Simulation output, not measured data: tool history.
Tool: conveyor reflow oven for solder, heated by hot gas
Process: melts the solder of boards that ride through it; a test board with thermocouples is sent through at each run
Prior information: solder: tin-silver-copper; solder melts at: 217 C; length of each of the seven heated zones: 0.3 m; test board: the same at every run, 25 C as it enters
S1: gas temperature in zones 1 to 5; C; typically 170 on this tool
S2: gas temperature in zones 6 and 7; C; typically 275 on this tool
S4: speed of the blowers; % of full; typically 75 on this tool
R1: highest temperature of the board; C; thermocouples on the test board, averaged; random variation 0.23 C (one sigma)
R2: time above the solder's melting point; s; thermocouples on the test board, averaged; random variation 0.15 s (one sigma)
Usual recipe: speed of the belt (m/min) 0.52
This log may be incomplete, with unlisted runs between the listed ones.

Run 1, hour 0: usual settings. Result: R1 263.7 C, R2 57.5 s.
At hour 13.7: flux residue cleaned out of gas plates and filters.
Run 2, hour 50.7: usual settings. Result: R1 264.5 C, R2 57.6 s.
Run 3, hour 110.6: usual settings but S2 265 C. Result: R1 255.2 C, R2 52.9 s.
Run 4, hour 159.8: usual settings but S2 265 C. Result: R1 255.2 C, R2 53 s.
Run 5, hour 214: usual settings. Result: R1 264.1 C, R2 57.6 s.
Run 6, hour 259.2: usual settings but S2 271 C. Result: R1 260.5 C, R2 56.2 s.
Run 7, hour 323.5: usual settings but S2 271 C. Result: R1 261 C, R2 56.1 s.
Run 8, hour 382.1: usual settings but S2 271 C. Result: R1 260.8 C, R2 55.9 s.
Run 9, hour 436.3: usual settings but S2 271 C. Result: R1 260.3 C, R2 56.3 s.
At hour 488: flux residue cleaned out of gas plates and filters.
Run 10, hour 506.4: usual settings but S2 271 C, S4 86 % of full. Result: R1 262.8 C, R2 57.4 s.
Run 11, hour 570.8: usual settings but S2 271 C, S4 86 % of full. Result: R1 263 C, R2 57.5 s.
Run 12, hour 623.4: usual settings but S4 82 % of full. Result: R1 266 C, R2 59 s.
Run 13, hour 680.2: usual settings. Result: R1 265.4 C, R2 58.3 s.
Run 14, hour 722.4: usual settings. Result: R1 265 C, R2 58.5 s.
Run 15, hour 765.2: usual settings. Result: R1 265.7 C, R2 58.5 s.
Run 16, hour 820.2: usual settings but S1 162 C. Result: R1 264.1 C, R2 55.6 s.
Run 17, hour 854: usual settings but S1 160 C, S2 266 C, speed of the belt (m/min) 0.553. Result: R1 254 C, R2 46.1 s.
Run 18, hour 905: usual settings but S1 160 C, S2 281 C, speed of the belt (m/min) 0.553, S4 80 % of full. Result: R1 268.2 C, R2 53.4 s.
At hour 957.8: flux residue cleaned out of gas plates and filters.
At hour 959.8: thermocouples of zones 6 and 7 changed.
Run 19, hour 962.3: usual settings but S1 160 C, S2 286 C, speed of the belt (m/min) 0.48, S4 80 % of full. Result: R1 273.1 C, R2 64.4 s.
Run 20, hour 1031.4: usual settings but S1 160 C, S2 286 C, speed of the belt (m/min) 0.48, S4 80 % of full. Result: R1 273.3 C, R2 64.8 s.
Run 21, hour 1079.5: usual settings but S1 171 C, speed of the belt (m/min) 0.573, S4 52 % of full. Result: R1 253.6 C, R2 46.8 s.
Run 22, hour 1129.1: usual settings but S2 279 C, S4 59 % of full. Result: R1 262.1 C, R2 56.8 s.
Run 23, hour 1170.6: usual settings but S2 279 C, S4 59 % of full. Result: R1 262.2 C, R2 56.5 s.
Run 24, hour 1239.2: usual settings but S4 89 % of full. Result: R1 263.1 C, R2 57.4 s.
Run 25, hour 1268.6: usual settings but S2 277 C, S4 89 % of full. Result: R1 264.8 C, R2 58.5 s.
Run 26, hour 1297.5: usual settings but S2 277 C, S4 89 % of full. Result: R1 264.6 C, R2 58.6 s.
Run 27, hour 1345.6: usual settings but S2 277 C, S4 89 % of full. Result: R1 264.8 C, R2 58.5 s.
Run 28, hour 1406: usual settings but S1 178 C, S2 270 C, speed of the belt (m/min) 0.584, S4 70 % of full. Result: R1 253.6 C, R2 48.5 s.
At hour 1431.8: flux residue cleaned out of gas plates and filters.
Run 29, hour 1471.2: usual settings but S4 62 % of full. Result: R1 259.7 C, R2 55.8 s.

Forecast each of these 4 alternatives for the next run:
Run A, hour 1533.3: usual settings but S2 280 C, speed of the belt (m/min) 0.563, S4 80 % of full. Result: R1 ?, R2 ?.
Run B, hour 1533.3: usual settings but speed of the belt (m/min) 0.502, S4 62 % of full. Result: R1 ?, R2 ?.
Run C, hour 1533.3: usual settings but S1 183 C, speed of the belt (m/min) 0.582, S4 62 % of full. Result: R1 ?, R2 ?.
Run D, hour 1533.3: usual settings but S4 65 % of full. Result: R1 ?, R2 ?.

run     R1    R2
  A  264.5  53.6
  B  261.1  58.6
  C  258.5  52.2
  D  260.6  56.2
What these runs would have given with no unlogged condition in the tool:
run     R1    R2
  A  263.9  52.9
  B  260.4  57.8
  C  257.8  51.4
  D  259.9  55.3
